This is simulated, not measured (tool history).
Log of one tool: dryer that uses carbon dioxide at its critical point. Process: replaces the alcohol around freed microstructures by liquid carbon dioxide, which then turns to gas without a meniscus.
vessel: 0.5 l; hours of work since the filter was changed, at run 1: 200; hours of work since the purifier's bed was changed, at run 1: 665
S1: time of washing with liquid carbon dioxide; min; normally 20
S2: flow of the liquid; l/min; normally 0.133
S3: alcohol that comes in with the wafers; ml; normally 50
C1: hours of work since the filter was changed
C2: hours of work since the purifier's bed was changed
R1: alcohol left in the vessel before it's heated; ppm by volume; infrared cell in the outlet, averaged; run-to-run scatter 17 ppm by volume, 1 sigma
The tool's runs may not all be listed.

run	day	S1	S2	S3	C1	C2	R1
1	0	20	0.133	50	200	665	1407
2	0.817	20	0.133	50	213	678	1362
3	1.575	15	0.133	50	224	690	3924
4	2.271	15	0.133	50	235	701	4055
# day 2.592: purifier's bed changed
5	3.4	15	0.133	50	251	13	3914
6	4.204	15	0.133	50	263	25	3985
7	5.525	15	0.133	50	284	46	4104
8	6.521	20	0.133	50	299	61	1391
9	7.429	20	0.133	50	313	75	1440
10	8.412	20	0.133	50	329	91	1451
11	9.167	20	0.116	50	340	102	2535
12	10.267	20	0.133	61	358	119	1795
13	11.412	20	0.133	50	375	137	1562
14	12.417	20	0.098	63	391	153	5786
15	13.404	20	0.098	63	406	168	5894
16	14.088	13	0.086	35	417	179	12057
17	14.896	20	0.086	46	430	191	6312
18	15.717	27	0.084	30	442	204	1802
19	16.821	27	0.094	38	460	221	1515
20	17.621	20	0.196	72	472	234	398

Predict the results of run 21:
21	18.854	20	0.196	72	491	253	?

{"run 21": {"R1": 415}}
The same run, on a tool lacking any hidden state, would have yielded R1 184 ppm by volume.
